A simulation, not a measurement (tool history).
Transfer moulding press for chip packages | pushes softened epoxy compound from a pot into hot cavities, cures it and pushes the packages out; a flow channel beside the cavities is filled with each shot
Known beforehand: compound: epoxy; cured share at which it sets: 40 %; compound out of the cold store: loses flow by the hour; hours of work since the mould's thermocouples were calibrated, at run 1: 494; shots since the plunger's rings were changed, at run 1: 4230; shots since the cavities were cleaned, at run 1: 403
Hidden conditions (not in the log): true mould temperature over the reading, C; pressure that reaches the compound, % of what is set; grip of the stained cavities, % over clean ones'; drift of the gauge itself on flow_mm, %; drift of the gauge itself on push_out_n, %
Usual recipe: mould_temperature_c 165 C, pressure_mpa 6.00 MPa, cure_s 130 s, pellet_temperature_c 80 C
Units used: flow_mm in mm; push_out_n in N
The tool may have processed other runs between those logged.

run	hour	mould_temperature_c	pressure_mpa	cure_s	pellet_temperature_c	hours of work since the mould's thermocouples were calibrated	shots since the plunger's rings were changed	shots since the cavities were cleaned	incoming compound's hours out of the cold store	flow_mm	push_out_n
1	0.0	165	6.00	130	80	494	4230	403	42.7	502	345
# hour 12.0: cavities cleaned with cleaning compound and waxed
2	26.5	165	6.00	130	80	511	4454	130	27.4	540	357
3	63.3	165	4.93	130	80	534	4783	459	9.5	538	351
# hour 69.3: cavities cleaned with cleaning compound and waxed
4	88.3	165	4.93	130	80	550	4994	170	22.0	506	344
5	113.2	165	4.93	130	80	566	5217	393	25.1	497	343
# hour 127.4: cavities cleaned with cleaning compound and waxed
6	138.2	165	4.93	130	80	581	5428	97	38.9	460	345
7	158.7	165	4.93	130	80	594	5611	280	38.5	468	343
# hour 181.3: plunger's sealing rings changed
# hour 188.0: cavities cleaned with cleaning compound and waxed
8	191.1	165	6.00	130	86	613	75	29	14.5	573	338
9	222.2	163	6.00	130	80	633	353	307	41.8	508	357
# hour 246.4: cavities cleaned with cleaning compound and waxed
10	252.5	163	6.00	130	80	652	611	55	31.6	530	354
# hour 261.0: mould's thermocouples calibrated
11	294.3	165	6.04	130	80	22	967	411	13.7	574	366
# hour 305.3: cavities cleaned with cleaning compound and waxed
12	315.6	165	6.00	130	80	35	1145	93	10.6	586	356
13	352.8	161	6.00	130	80	59	1478	426	12.5	591	406

Run 14 has not been measured yet. What should we expect?
# hour 363.2: cavities cleaned with cleaning compound and waxed
14	383.1	161	6.00	130	80	77	1736	178	24.8	?	?

flow_mm: 553 mm
push_out_n: 414 N
The same run, on a tool lacking any hidden state, would have yielded flow_mm 553 mm, push_out_n 412 N.

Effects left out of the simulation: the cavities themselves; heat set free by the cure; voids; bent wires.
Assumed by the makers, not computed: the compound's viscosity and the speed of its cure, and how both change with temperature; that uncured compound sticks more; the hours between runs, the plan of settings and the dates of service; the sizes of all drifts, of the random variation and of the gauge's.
